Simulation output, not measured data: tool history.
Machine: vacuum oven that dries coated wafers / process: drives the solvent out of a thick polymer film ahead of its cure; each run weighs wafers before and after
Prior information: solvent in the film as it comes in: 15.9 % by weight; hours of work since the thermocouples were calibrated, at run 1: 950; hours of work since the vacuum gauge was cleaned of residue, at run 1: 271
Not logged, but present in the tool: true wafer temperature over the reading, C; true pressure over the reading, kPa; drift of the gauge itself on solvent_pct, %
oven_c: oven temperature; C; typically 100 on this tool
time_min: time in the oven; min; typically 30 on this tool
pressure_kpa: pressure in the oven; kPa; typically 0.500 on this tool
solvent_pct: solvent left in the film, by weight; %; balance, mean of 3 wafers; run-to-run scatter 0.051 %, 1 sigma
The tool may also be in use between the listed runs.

run,hour,oven_c,time_min,pressure_kpa,hours of work since the thermocouples were calibrated,hours of work since the vacuum gauge was cleaned of residue,solvent_pct
1,0.0,100,30,0.500,950,271,1.17
2,67.5,85,30,0.500,996,317,4.46
# hour 123.4: oven's thermocouples calibrated
3,131.6,85,30,0.500,6,358,4.18
4,171.1,85,30,0.500,32,385,4.18
5,240.4,85,30,0.500,79,432,4.20
6,307.4,85,30,0.500,124,477,4.29
7,361.3,100,30,0.610,160,513,1.14
8,435.7,100,30,0.610,210,563,1.17
9,507.2,100,30,0.610,258,611,1.24
10,570.4,110,30,0.500,301,654,0.42
11,621.4,95,24,0.959,335,688,2.94
12,698.4,103,18,1.510,387,740,2.51
13,768.4,103,18,1.510,434,787,2.56
14,822.8,105,26,0.681,471,824,0.93
15,881.7,91,30,0.500,511,863,2.80
16,937.2,100,30,0.500,548,901,1.21
17,986.8,100,21,0.500,581,934,2.19
18,1051.0,100,21,0.500,625,977,2.27

3 options for the next run, each taken on its own from the tool as it stands now. Forecast them:
A,1132.8,94,54,0.269,680,1033,?
B,1132.8,85,33,0.835,680,1033,?
C,1132.8,93,21,0.500,680,1033,?

run,solvent_pct
A,0.78
B,4.33
C,4.02
Without the tool's unlogged condition, the same runs would have read:
run,solvent_pct
A,0.47
B,3.81
C,3.58
